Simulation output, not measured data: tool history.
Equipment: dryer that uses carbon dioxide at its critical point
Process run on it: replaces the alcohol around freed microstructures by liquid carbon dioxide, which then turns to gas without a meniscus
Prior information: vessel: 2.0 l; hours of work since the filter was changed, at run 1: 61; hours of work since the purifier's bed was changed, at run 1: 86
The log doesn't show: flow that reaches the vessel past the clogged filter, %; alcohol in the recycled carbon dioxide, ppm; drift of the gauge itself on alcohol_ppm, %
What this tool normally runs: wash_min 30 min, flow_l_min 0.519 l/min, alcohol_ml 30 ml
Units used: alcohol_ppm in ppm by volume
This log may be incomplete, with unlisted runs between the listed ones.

| run | day | wash_min | flow_l_min | alcohol_ml | hours of work since the filter was changed | hours of work since the purifier's bed was changed | alcohol_ppm |
|---|---|---|---|---|---|---|---|
| 1 | 0.000 | 30 | 0.519 | 30 | 61 | 86 | 57 |
| 2 | 0.442 | 30 | 0.519 | 30 | 65 | 90 | 60 |
| 3 | 0.938 | 30 | 0.519 | 30 | 69 | 94 | 56 |
| 4 | 1.462 | 33 | 0.519 | 30 | 73 | 98 | 67 |
| 5 | 1.933 | 30 | 0.635 | 30 | 77 | 102 | 67 |
| 6 | 2.442 | 30 | 0.635 | 30 | 81 | 106 | 62 |
| 7 | 3.025 | 20 | 0.519 | 30 | 86 | 111 | 176 |
| 8 | 3.300 | 30 | 0.519 | 30 | 88 | 113 | 70 |
| 9 | 3.821 | 30 | 0.519 | 30 | 92 | 117 | 66 |
| 10 | 4.371 | 30 | 0.519 | 30 | 97 | 122 | 75 |
| 11 | 4.642 | 30 | 0.519 | 30 | 99 | 124 | 82 |
| 12 | 4.950 | 30 | 0.519 | 30 | 102 | 126 | 81 |
| 13 | 5.467 | 30 | 0.519 | 24 | 106 | 131 | 71 |
| 14 | 6.029 | 30 | 0.519 | 24 | 110 | 135 | 83 |
| 15 | 6.450 | 30 | 0.519 | 23 | 114 | 139 | 83 |
| 16 | 6.717 | 30 | 0.519 | 23 | 116 | 141 | 82 |
| 17 | 7.275 | 30 | 0.519 | 23 | 121 | 145 | 76 |
| 18 | 7.862 | 30 | 0.519 | 23 | 125 | 150 | 85 |
| 19 | 8.171 | 30 | 0.519 | 23 | 128 | 153 | 91 |
| 20 | 8.608 | 30 | 0.324 | 23 | 132 | 156 | 237 |
| 21 | 9.038 | 30 | 0.324 | 23 | 135 | 160 | 216 |
| 22 | 9.571 | 30 | 0.324 | 23 | 139 | 164 | 223 |
| 23 | 9.821 | 30 | 0.519 | 30 | 141 | 166 | 102 |
| 24 | 10.296 | 30 | 0.519 | 30 | 145 | 170 | 96 |
| 25 | 10.688 | 30 | 0.519 | 30 | 148 | 173 | 102 |
| 26 | 11.067 | 30 | 0.519 | 30 | 152 | 176 | 106 |
| 27 | 11.633 | 30 | 0.519 | 30 | 156 | 181 | 109 |
| 28 | 11.967 | 30 | 0.519 | 30 | 159 | 184 | 103 |
| 29 | 12.246 | 30 | 0.596 | 30 | 161 | 186 | 106 |
| 30 | 12.592 | 28 | 0.609 | 81 | 164 | 189 | 110 |
| 31 | 12.846 | 29 | 0.609 | 81 | 166 | 191 | 97 |
| 32 | 13.367 | 31 | 0.519 | 43 | 170 | 195 | 121 |
| 33 | 13.883 | 31 | 0.722 | 95 | 175 | 199 | 92 |
| 34 | 14.421 | 22 | 0.323 | 21 | 179 | 204 | 544 |
| 35 | 14.808 | 22 | 0.323 | 21 | 182 | 207 | 546 |
| 36 | 15.254 | 30 | 0.381 | 30 | 186 | 210 | 187 |
| 37 | 15.821 | 30 | 0.381 | 30 | 190 | 215 | 200 |
| 38 | 16.229 | 30 | 0.381 | 30 | 194 | 218 | 200 |
| 39 | 16.621 | 30 | 0.442 | 30 | 197 | 222 | 148 |
| 40 | 17.208 | 41 | 0.519 | 23 | 202 | 226 | 116 |
| 41 | 17.471 | 29 | 0.715 | 23 | 204 | 229 | 117 |
| 42 | 17.879 | 29 | 0.566 | 24 | 207 | 232 | 116 |
| 43 | 18.396 | 29 | 0.566 | 24 | 211 | 236 | 133 |
| 44 | 18.704 | 47 | 0.566 | 107 | 214 | 239 | 122 |
| 45 | 19.167 | 47 | 0.566 | 57 | 218 | 242 | 119 |
| 46 | 19.575 | 47 | 0.566 | 57 | 221 | 246 | 123 |
| 47 | 20.088 | 47 | 0.566 | 57 | 225 | 250 | 118 |

Each row is a separate what-if for the run after 47, all from the same tool condition, not one after another. Results?
| A | 20.433 | 30 | 0.396 | 25 | 228 | 253 | ? |
| B | 20.433 | 35 | 0.519 | 30 | 228 | 253 | ? |
| C | 20.433 | 47 | 0.391 | 57 | 228 | 253 | ? |
| D | 20.433 | 19 | 0.800 | 23 | 228 | 253 | ? |

| run | alcohol_ppm |
|---|---|
| A | 190 |
| B | 141 |
| C | 135 |
| D | 134 |
Had the tool no hidden state, the same runs would have come out as:
| run | alcohol_ppm |
|---|---|
| A | 53 |
| B | 14 |
| C | 9 |
| D | 8 |

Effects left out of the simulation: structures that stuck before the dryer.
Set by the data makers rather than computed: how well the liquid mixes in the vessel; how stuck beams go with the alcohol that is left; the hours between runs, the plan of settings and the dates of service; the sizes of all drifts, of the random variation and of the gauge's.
